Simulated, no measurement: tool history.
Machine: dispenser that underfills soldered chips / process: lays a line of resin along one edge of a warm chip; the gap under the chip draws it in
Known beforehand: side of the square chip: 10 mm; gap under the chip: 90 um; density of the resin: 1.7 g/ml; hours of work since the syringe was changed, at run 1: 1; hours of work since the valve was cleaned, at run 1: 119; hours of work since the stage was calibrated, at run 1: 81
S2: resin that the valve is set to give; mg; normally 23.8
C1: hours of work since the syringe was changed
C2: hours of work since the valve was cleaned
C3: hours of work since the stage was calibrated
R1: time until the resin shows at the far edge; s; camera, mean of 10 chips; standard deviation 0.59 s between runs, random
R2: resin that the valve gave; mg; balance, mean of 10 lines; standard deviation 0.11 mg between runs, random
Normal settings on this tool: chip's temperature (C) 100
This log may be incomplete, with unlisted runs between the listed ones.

run 1 hour=0.0 | chip's_temperature_(C)=100 S2=23.8 | C1=1 C2=119 C3=81 | R1=54.0 R2=22.79
run 2 hour=5.5 | chip's_temperature_(C)=100 S2=21.6 | C1=5 C2=123 C3=85 | R1=60.7 R2=20.50
run 3 hour=9.5 | chip's_temperature_(C)=100 S2=23.8 | C1=8 C2=126 C3=88 | R1=65.0 R2=22.77
-- hour=11.7 new syringe of resin
run 4 hour=15.7 | chip's_temperature_(C)=100 S2=23.8 | C1=3 C2=130 C3=92 | R1=55.7 R2=22.72
-- hour=21.0 dispensing valve cleaned and set on the balance
run 5 hour=21.9 | chip's_temperature_(C)=100 S2=23.8 | C1=7 C2=1 C3=96 | R1=62.2 R2=23.76
-- hour=26.4 new syringe of resin
run 6 hour=27.2 | chip's_temperature_(C)=100 S2=23.8 | C1=1 C2=4 C3=99 | R1=50.0 R2=23.83
run 7 hour=32.5 | chip's_temperature_(C)=100 S2=28.2 | C1=4 C2=8 C3=103 | R1=57.6 R2=28.26
run 8 hour=35.6 | chip's_temperature_(C)=87 S2=28.2 | C1=7 C2=10 C3=105 | R1=85.5 R2=28.21
-- hour=39.8 new syringe of resin
run 9 hour=41.8 | chip's_temperature_(C)=87 S2=28.2 | C1=1 C2=14 C3=110 | R1=70.9 R2=28.39
run 10 hour=44.9 | chip's_temperature_(C)=100 S2=23.8 | C1=4 C2=17 C3=112 | R1=54.5 R2=23.63
run 11 hour=48.6 | chip's_temperature_(C)=100 S2=21.4 | C1=6 C2=19 C3=114 | R1=61.2 R2=21.41
-- hour=53.2 new syringe of resin
run 12 hour=54.3 | chip's_temperature_(C)=100 S2=21.4 | C1=1 C2=23 C3=118 | R1=52.0 R2=21.43
run 13 hour=58.2 | chip's_temperature_(C)=86 S2=23.8 | C1=4 C2=26 C3=121 | R1=82.3 R2=23.84
run 14 hour=62.2 | chip's_temperature_(C)=100 S2=23.8 | C1=6 C2=29 C3=124 | R1=59.8 R2=23.63
run 15 hour=65.0 | chip's_temperature_(C)=100 S2=23.8 | C1=8 C2=31 C3=126 | R1=63.8 R2=23.58
-- hour=66.6 new syringe of resin
run 16 hour=70.2 | chip's_temperature_(C)=100 S2=23.8 | C1=3 C2=34 C3=129 | R1=55.9 R2=23.53
run 17 hour=75.6 | chip's_temperature_(C)=100 S2=23.8 | C1=6 C2=38 C3=133 | R1=63.0 R2=23.56
run 18 hour=78.4 | chip's_temperature_(C)=100 S2=23.8 | C1=8 C2=40 C3=135 | R1=66.4 R2=23.75
-- hour=80.0 new syringe of resin
run 19 hour=84.8 | chip's_temperature_(C)=87 S2=22.9 | C1=3 C2=44 C3=140 | R1=78.6 R2=22.47
run 20 hour=89.8 | chip's_temperature_(C)=106 S2=24.3 | C1=7 C2=48 C3=143 | R1=54.5 R2=23.95
-- hour=93.8 new syringe of resin
run 21 hour=94.5 | chip's_temperature_(C)=107 S2=21.1 | C1=0 C2=51 C3=146 | R1=43.8 R2=20.93
run 22 hour=97.7 | chip's_temperature_(C)=100 S2=22.6 | C1=3 C2=53 C3=149 | R1=56.4 R2=22.48
run 23 hour=104.0 | chip's_temperature_(C)=99 S2=23.6 | C1=7 C2=58 C3=153 | R1=66.8 R2=22.96
-- hour=107.5 new syringe of resin
run 24 hour=110.2 | chip's_temperature_(C)=98 S2=26.9 | C1=2 C2=62 C3=157 | R1=54.0 R2=26.35
run 25 hour=115.4 | chip's_temperature_(C)=98 S2=26.9 | C1=6 C2=66 C3=161 | R1=61.3 R2=26.09
run 26 hour=119.5 | chip's_temperature_(C)=98 S2=26.9 | C1=8 C2=69 C3=164 | R1=67.1 R2=26.31
-- hour=120.9 new syringe of resin
run 27 hour=122.3 | chip's_temperature_(C)=98 S2=26.9 | C1=1 C2=70 C3=166 | R1=53.2 R2=26.24
run 28 hour=128.4 | chip's_temperature_(C)=110 S2=22.8 | C1=5 C2=75 C3=170 | R1=46.0 R2=22.18
run 29 hour=133.2 | chip's_temperature_(C)=99 S2=21.2 | C1=9 C2=78 C3=173 | R1=68.6 R2=20.48
-- hour=134.4 new syringe of resin
run 30 hour=138.3 | chip's_temperature_(C)=96 S2=21.2 | C1=3 C2=82 C3=177 | R1=63.3 R2=20.59
run 31 hour=141.0 | chip's_temperature_(C)=103 S2=26.3 | C1=5 C2=83 C3=179 | R1=55.2 R2=25.80
run 32 hour=147.2 | chip's_temperature_(C)=101 S2=24.7 | C1=9 C2=88 C3=183 | R1=66.6 R2=24.07
-- hour=147.9 new syringe of resin
run 33 hour=153.3 | chip's_temperature_(C)=101 S2=24.7 | C1=4 C2=92 C3=187 | R1=55.9 R2=23.86
run 34 hour=159.1 | chip's_temperature_(C)=102 S2=24.7 | C1=8 C2=96 C3=191 | R1=61.3 R2=23.91
-- hour=161.6 new syringe of resin
run 35 hour=165.1 | chip's_temperature_(C)=114 S2=30.0 | C1=2 C2=100 C3=195 | R1=37.0 R2=28.97

Forecast each of these 5 alternatives for the next run:
run A hour=169.7 | chip's_temperature_(C)=110 S2=29.0 | C1=6 C2=103 C3=199 | R1=? R2=?
run B hour=169.7 | chip's_temperature_(C)=108 S2=29.5 | C1=6 C2=103 C3=199 | R1=? R2=?
run C hour=169.7 | chip's_temperature_(C)=114 S2=24.7 | C1=6 C2=103 C3=199 | R1=? R2=?
run D hour=169.7 | chip's_temperature_(C)=114 S2=24.2 | C1=6 C2=103 C3=199 | R1=? R2=?
run E hour=169.7 | chip's_temperature_(C)=107 S2=24.3 | C1=6 C2=103 C3=199 | R1=? R2=?

run=A R1=45.3 R2=27.78
run=B R1=48.6 R2=28.50
run=C R1=42.8 R2=23.81
run=D R1=43.3 R2=23.34
run=E R1=50.5 R2=23.56
The same runs, with their run-to-run variation unchanged, on a tool lacking any hidden condition would have given:
run=A R1=38.5 R2=28.80
run=B R1=41.4 R2=29.54
run=C R1=36.3 R2=24.69
run=D R1=36.7 R2=24.20
run=E R1=42.8 R2=24.42

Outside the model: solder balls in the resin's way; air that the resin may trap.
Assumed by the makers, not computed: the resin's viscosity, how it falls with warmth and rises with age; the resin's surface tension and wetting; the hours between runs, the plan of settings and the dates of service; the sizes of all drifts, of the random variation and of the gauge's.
